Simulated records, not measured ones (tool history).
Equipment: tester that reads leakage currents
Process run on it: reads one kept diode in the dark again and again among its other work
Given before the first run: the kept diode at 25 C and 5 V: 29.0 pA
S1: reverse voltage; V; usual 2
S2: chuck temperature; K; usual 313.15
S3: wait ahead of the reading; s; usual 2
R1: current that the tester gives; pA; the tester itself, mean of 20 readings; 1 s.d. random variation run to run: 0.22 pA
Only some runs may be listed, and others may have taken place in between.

| run | hour | S1 | S2 | S3 | R1 |
|---|---|---|---|---|---|
| 1 | 0 | 2 | 313.15 | 2 | 66.82 |
| 2 | 144.3 | 2 | 313.15 | 2 | 66.95 |
| 3 | 377.4 | 2 | 313.15 | 2 | 67.11 |
|  | 447.9 | probe card cleaned and baked |
| 4 | 529.8 | 2 | 313.15 | 1.73 | 62.09 |
| 5 | 767.7 | 2 | 313.15 | 1.73 | 62.26 |
|  | 900 | chuck's temperature calibrated |
| 6 | 979.3 | 13.57 | 313.15 | 2 | 203.18 |
| 7 | 1190 | 2 | 313.15 | 2 | 69.99 |
| 8 | 1318.4 | 2 | 306.15 | 2 | 38.94 |
| 9 | 1501.4 | 2 | 306.15 | 2 | 39.28 |
| 10 | 1699.1 | 2 | 306.15 | 2 | 39.31 |
| 11 | 1810.9 | 2 | 313.15 | 2 | 70.29 |
| 12 | 1934 | 2 | 313.15 | 2 | 70.47 |
|  | 2056.5 | probe card cleaned and baked |
| 13 | 2148.8 | 2 | 313.15 | 2 | 65.92 |
| 14 | 2363.9 | 2 | 313.15 | 2 | 65.98 |
| 15 | 2558.5 | 2 | 315.15 | 2 | 78.15 |
| 16 | 2734.6 | 2 | 315.15 | 2 | 78.05 |
| 17 | 2962 | 2 | 295.15 | 2 | 14.67 |
| 18 | 3183.3 | 12.65 | 295.15 | 2 | 53.52 |
| 19 | 3373.6 | 12.65 | 295.15 | 2 | 56.84 |
| 20 | 3524.6 | 1.25 | 307.15 | 6.4 | 30.77 |
|  | 3666.5 | probe card cleaned and baked |
| 21 | 3714 | 1.25 | 307.15 | 6.4 | 28.09 |
| 22 | 3866.5 | 1.25 | 307.15 | 6.4 | 27.92 |
|  | 4059 | tester calibrated |
| 23 | 4059 | 6.53 | 300.15 | 1.62 | 39.83 |
| 24 | 4170.8 | 6.53 | 300.15 | 1.62 | 41.03 |
| 25 | 4336.7 | 6.53 | 300.15 | 1.62 | 42.27 |
| 26 | 4436.7 | 6.53 | 300.15 | 1.62 | 43.09 |
| 27 | 4596.3 | 6.53 | 300.15 | 1.62 | 44.6 |
|  | 4612.4 | chuck's temperature calibrated |
| 28 | 4786.2 | 7.46 | 318.15 | 9.59 | 231.21 |
| 29 | 4887.9 | 7.46 | 318.15 | 9.59 | 232.22 |
| 30 | 5063.4 | 2.89 | 301.15 | 0.39 | 35.68 |
| 31 | 5182.5 | 2.06 | 294.15 | 2 | 16.88 |
|  | 5278 | probe card cleaned and baked |
| 32 | 5331.7 | 2.06 | 294.15 | 2 | 12.2 |
| 33 | 5448.5 | 3.28 | 318.15 | 2 | 137.75 |
| 34 | 5587.3 | 17.16 | 313.15 | 9.44 | 224.69 |

3 options for the next run, each taken on its own from the tool as it stands now. Forecast them:
| A | 5755.5 | 5.93 | 301.15 | 9.44 | ? |
| B | 5755.5 | 7.91 | 299.15 | 0.74 | ? |
| C | 5755.5 | 1.37 | 294.15 | 2 | ? |

| run | R1 |
|---|---|
| A | 45.09 |
| B | 46.21 |
| C | 10.35 |
With the hidden condition removed and each run's random variation left untouched, the same runs would have given:
| run | R1 |
|---|---|
| A | 42.57 |
| B | 42.25 |
| C | 9.79 |
